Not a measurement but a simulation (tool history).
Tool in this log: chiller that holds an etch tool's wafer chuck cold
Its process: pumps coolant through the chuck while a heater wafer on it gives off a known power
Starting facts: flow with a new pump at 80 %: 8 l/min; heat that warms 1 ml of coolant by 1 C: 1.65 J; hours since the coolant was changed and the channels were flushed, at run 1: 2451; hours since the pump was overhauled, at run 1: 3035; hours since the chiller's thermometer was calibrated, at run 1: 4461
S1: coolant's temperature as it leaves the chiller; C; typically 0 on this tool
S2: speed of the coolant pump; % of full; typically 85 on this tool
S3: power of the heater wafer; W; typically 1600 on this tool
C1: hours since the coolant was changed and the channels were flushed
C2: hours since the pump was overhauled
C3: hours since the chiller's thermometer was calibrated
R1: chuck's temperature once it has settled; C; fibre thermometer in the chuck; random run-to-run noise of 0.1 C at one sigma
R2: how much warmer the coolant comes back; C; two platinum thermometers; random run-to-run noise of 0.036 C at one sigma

run 1 hour=0 | S1=0 S2=85 S3=1600 | C1=2451 C2=3035 C3=4461 | R1=15.2 R2=6.86
run 2 hour=74.9 | S1=0 S2=85 S3=1600 | C1=2526 C2=3110 C3=4536 | R1=15.4 R2=6.81
run 3 hour=161.7 | S1=0 S2=85 S3=1600 | C1=2612 C2=3197 C3=4623 | R1=15.4 R2=6.77
run 4 hour=206.7 | S1=0 S2=85 S3=1600 | C1=2657 C2=3242 C3=4668 | R1=15.4 R2=6.79
run 5 hour=295.5 | S1=0 S2=85 S3=1600 | C1=2746 C2=3330 C3=4757 | R1=15.3 R2=6.69
run 6 hour=366.5 | S1=0 S2=85 S3=1600 | C1=2817 C2=3401 C3=4828 | R1=15.5 R2=6.77
run 7 hour=452.9 | S1=0 S2=85 S3=1600 | C1=2904 C2=3488 C3=4914 | R1=15.2 R2=6.71
run 8 hour=532.3 | S1=5 S2=85 S3=1600 | C1=2983 C2=3567 C3=4993 | R1=20.4 R2=6.74
run 9 hour=604.6 | S1=5 S2=85 S3=1600 | C1=3055 C2=3639 C3=5066 | R1=20.4 R2=6.67
run 10 hour=647.8 | S1=5 S2=85 S3=1600 | C1=3099 C2=3683 C3=5109 | R1=20.3 R2=6.71
run 11 hour=723.7 | S1=5 S2=89 S3=1600 | C1=3174 C2=3759 C3=5185 | R1=19.8 R2=6.4
run 12 hour=779.4 | S1=5 S2=89 S3=1600 | C1=3230 C2=3814 C3=5240 | R1=19.6 R2=6.36
run 13 hour=859.2 | S1=0 S2=85 S3=1711 | C1=3310 C2=3894 C3=5320 | R1=16.4 R2=7.12
run 14 hour=919.6 | S1=0 S2=85 S3=1711 | C1=3370 C2=3954 C3=5381 | R1=16.3 R2=7.05
run 15 hour=981.1 | S1=0 S2=85 S3=1711 | C1=3432 C2=4016 C3=5442 | R1=16.5 R2=7.09
run 16 hour=1027.5 | S1=0 S2=60 S3=925 | C1=3478 C2=4062 C3=5489 | R1=12.4 R2=5.62
run 17 hour=1103.5 | S1=-1 S2=72 S3=1086 | C1=3554 C2=4138 C3=5565 | R1=11.1 R2=5.39
-- hour=1182.5 chiller's thermometer calibrated
run 18 hour=1200.8 | S1=-4 S2=85 S3=1600 | C1=3650 C2=4235 C3=18 | R1=11.3 R2=6.6
run 19 hour=1288.7 | S1=10 S2=85 S3=2077 | C1=3738 C2=4323 C3=106 | R1=29.9 R2=8.64
-- hour=1370.1 coolant changed, channels flushed
run 20 hour=1373 | S1=-1 S2=81 S3=1600 | C1=3 C2=4401 C3=185 | R1=15.2 R2=7
run 21 hour=1432.1 | S1=-10 S2=81 S3=824 | C1=62 C2=4460 C3=244 | R1=-1.7 R2=3.46
-- hour=1464.6 gauge calibrated
run 22 hour=1509.8 | S1=-10 S2=81 S3=824 | C1=140 C2=4538 C3=321 | R1=-1.8 R2=3.68
run 23 hour=1572.8 | S1=-10 S2=63 S3=1359 | C1=203 C2=4601 C3=384 | R1=7.2 R2=7.99
run 24 hour=1656.5 | S1=-10 S2=63 S3=1359 | C1=286 C2=4684 C3=468 | R1=7.4 R2=8
run 25 hour=1702.6 | S1=-10 S2=63 S3=1359 | C1=333 C2=4731 C3=514 | R1=7.1 R2=7.98
run 26 hour=1752.1 | S1=10 S2=63 S3=1380 | C1=382 C2=4780 C3=564 | R1=27.4 R2=8.11
run 27 hour=1847.5 | S1=7 S2=78 S3=1172 | C1=477 C2=4875 C3=659 | R1=19.2 R2=5.44

Each row is a separate what-if for the run after 27, all from the same tool condition, not one after another. Results?
run A hour=1927.5 | S1=-7 S2=70 S3=1324 | C1=557 C2=4955 C3=739 | R1=? R2=?
run B hour=1927.5 | S1=0 S2=85 S3=1221 | C1=557 C2=4955 C3=739 | R1=? R2=?
run C hour=1927.5 | S1=4 S2=78 S3=932 | C1=557 C2=4955 C3=739 | R1=? R2=?
run D hour=1927.5 | S1=7 S2=78 S3=1206 | C1=557 C2=4955 C3=739 | R1=? R2=?

run=A R1=8 R2=6.94
run=B R1=11.8 R2=5.08
run=C R1=13.5 R2=4.28
run=D R1=19.6 R2=5.58
With the hidden condition removed and each run's random variation left untouched, the same runs would have given:
run=A R1=8 R2=6.99
run=B R1=11.8 R2=5.13
run=C R1=13.5 R2=4.34
run=D R1=19.6 R2=5.64
